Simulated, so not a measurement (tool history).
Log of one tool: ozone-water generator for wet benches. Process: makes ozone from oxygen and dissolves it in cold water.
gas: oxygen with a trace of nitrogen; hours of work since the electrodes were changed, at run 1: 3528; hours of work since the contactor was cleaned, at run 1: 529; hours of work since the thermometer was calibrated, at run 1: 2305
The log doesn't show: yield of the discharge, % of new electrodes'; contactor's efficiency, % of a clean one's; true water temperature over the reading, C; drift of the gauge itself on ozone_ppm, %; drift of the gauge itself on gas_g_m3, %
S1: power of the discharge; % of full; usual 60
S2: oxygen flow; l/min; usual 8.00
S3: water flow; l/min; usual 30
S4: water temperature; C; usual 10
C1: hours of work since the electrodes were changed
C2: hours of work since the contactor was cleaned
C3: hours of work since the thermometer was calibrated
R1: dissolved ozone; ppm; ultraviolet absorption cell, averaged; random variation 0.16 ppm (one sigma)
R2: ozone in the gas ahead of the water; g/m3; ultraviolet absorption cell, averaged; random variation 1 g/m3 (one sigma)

run,hour,S1,S2,S3,S4,C1,C2,C3,R1,R2
1,0.0,60,8.00,30,10,3528,529,2305,18.5,157.9
2,84.2,60,8.00,30,10,3599,600,2376,18.9,157.8
3,153.6,60,8.00,30,10,3657,659,2435,18.7,158.8
4,221.9,60,8.00,30,10,3715,716,2492,18.8,157.1
5,282.8,60,8.00,30,10,3766,767,2544,18.8,156.8
6,327.7,60,8.00,30,10,3804,805,2582,18.5,154.6
7,400.3,60,5.06,25,7,3865,866,2643,20.8,189.4

Forecast run 8:
8,488.8,60,8.55,30,6,3940,941,2717,?,?

R1: 19.1 ppm
R2: 151.8 g/m3
Without the tool's hidden state the same run would have given R1 22.5 ppm, R2 175.9 g/m3.

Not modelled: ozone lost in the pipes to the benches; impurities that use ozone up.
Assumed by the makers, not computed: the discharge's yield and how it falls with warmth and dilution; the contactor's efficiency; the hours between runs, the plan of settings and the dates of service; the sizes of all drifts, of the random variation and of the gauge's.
